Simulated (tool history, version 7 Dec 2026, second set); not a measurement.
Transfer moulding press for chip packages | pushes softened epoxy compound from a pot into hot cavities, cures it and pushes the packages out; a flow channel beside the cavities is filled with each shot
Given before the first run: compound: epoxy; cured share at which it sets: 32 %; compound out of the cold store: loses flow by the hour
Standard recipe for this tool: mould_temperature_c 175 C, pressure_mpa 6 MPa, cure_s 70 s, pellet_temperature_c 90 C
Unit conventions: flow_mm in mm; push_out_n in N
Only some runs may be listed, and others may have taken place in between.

run,hour,mould_temperature_c,pressure_mpa,cure_s,pellet_temperature_c,incoming compound's hours out of the cold store,flow_mm,push_out_n
1,0,175,6,70,90,47,748,500
2,9.7,175,6,70,90,31.3,778,708
3,23.8,175,6.67,70,90,9.4,871,909
4,32.7,175,6.67,70,90,20.1,842,898
5,42.8,175,6.67,70,90,14.3,862,961
# hour 50.8: cavities cleaned with cleaning compound and waxed
6,56.1,175,6,70,90,43.9,748,1088
7,65.3,175,6,70,90,43.1,749,1118
8,83.2,175,6,70,90,45.5,746,1147
# hour 102.2: cavities cleaned with cleaning compound and waxed
9,102.5,175,6,70,90,36.3,760,511
# hour 110.5: cavities cleaned with cleaning compound and waxed, once more
10,119,180,6.33,70,91,41.8,756,569
11,135.8,180,6.33,70,91,38.5,759,766
12,145.5,173,6.1,70,97,47.8,747,971
# hour 161.7: cavities cleaned with cleaning compound and waxed
13,163.2,167,6.1,68,97,14.7,821,935
14,172.5,168,6,70,90,46.6,748,1028
15,183.5,175,6,68,88,10.5,803,879
16,200.1,167,6,103,99,41.6,758,857
# hour 213: cavities cleaned with cleaning compound and waxed
17,220.3,167,6,103,99,33.3,772,594
18,233.2,175,6,70,86,25.1,775,833

Below are 3 alternative next runs, each starting from the tool's condition after run 18. Predict each:
A,245.4,171,6,91,99,26.4,?,?
B,245.4,172,5.71,70,90,22.8,?,?
C,245.4,172,6,70,86,27.1,?,?

run,flow_mm,push_out_n
A,784,821
B,764,1074
C,773,1062
Without the tool's hidden state the same runs would have given:
run,flow_mm,push_out_n
A,809,451
B,789,579
C,797,575
